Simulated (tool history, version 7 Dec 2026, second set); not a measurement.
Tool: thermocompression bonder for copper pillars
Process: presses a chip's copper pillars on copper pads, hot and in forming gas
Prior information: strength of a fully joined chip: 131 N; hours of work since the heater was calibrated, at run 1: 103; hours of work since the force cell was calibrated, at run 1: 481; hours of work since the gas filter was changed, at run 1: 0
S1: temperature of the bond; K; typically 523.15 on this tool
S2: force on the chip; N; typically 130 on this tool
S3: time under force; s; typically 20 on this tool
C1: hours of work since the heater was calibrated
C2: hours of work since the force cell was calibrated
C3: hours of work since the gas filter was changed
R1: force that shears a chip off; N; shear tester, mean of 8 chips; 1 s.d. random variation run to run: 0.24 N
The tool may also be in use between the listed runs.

Run 1, hour 0.0: usual settings; C1 103; C2 481; C3 0. Result: R1 97.0 N.
Run 2, hour 16.2: usual settings; C1 115; C2 492; C3 11. Result: R1 97.0 N.
Run 3, hour 45.4: usual settings but S1 534.15 K; C1 135; C2 512; C3 31. Result: R1 104.0 N.
Run 4, hour 61.5: usual settings but S1 534.15 K; C1 146; C2 523; C3 42. Result: R1 104.0 N.
Run 5, hour 75.6: usual settings but S1 534.15 K; C1 155; C2 533; C3 52. Result: R1 103.8 N.
Run 6, hour 92.1: usual settings but S1 537.15 K; C1 167; C2 544; C3 63. Result: R1 105.7 N.
Run 7, hour 114.0: usual settings but S1 537.15 K; C1 182; C2 559; C3 78. Result: R1 106.0 N.
Run 8, hour 130.4: usual settings but S1 537.15 K, S3 12 s; C1 193; C2 570; C3 89. Result: R1 94.6 N.
At hour 133.9: force cell calibrated.
Run 9, hour 147.9: usual settings but S1 504.15 K, S2 122 N, S3 21 s; C1 204; C2 10; C3 100. Result: R1 80.8 N.
Run 10, hour 167.9: usual settings but S1 553.15 K, S2 122 N, S3 53 s; C1 217; C2 23; C3 114. Result: R1 123.5 N.
Run 11, hour 196.6: usual settings but S2 139 N, S3 13 s; C1 237; C2 43; C3 134. Result: R1 91.8 N.

5 ways to go on from here, each from the tool as it stands after run 11. What would each give?
Run A, hour 215.3: usual settings but S1 550.15 K, S2 119 N, S3 39 s; C1 250; C2 56; C3 146. Result: R1 ?.
Run B, hour 215.3: usual settings but S1 536.15 K, S2 139 N, S3 14 s; C1 250; C2 56; C3 146. Result: R1 ?.
Run C, hour 215.3: usual settings but S1 526.15 K, S2 78 N, S3 27 s; C1 250; C2 56; C3 146. Result: R1 ?.
Run D, hour 215.3: usual settings but S1 547.15 K, S2 85 N, S3 19 s; C1 250; C2 56; C3 146. Result: R1 ?.
Run E, hour 215.3: usual settings but S1 527.15 K, S2 104 N, S3 30 s; C1 250; C2 56; C3 146. Result: R1 ?.

run     R1
  A  118.8
  B  101.8
  C   75.6
  D   87.1
  E   95.9
What these runs would have given with no unlogged condition in the tool:
run     R1
  A  118.4
  B   99.5
  C   72.6
  D   84.3
  E   93.4
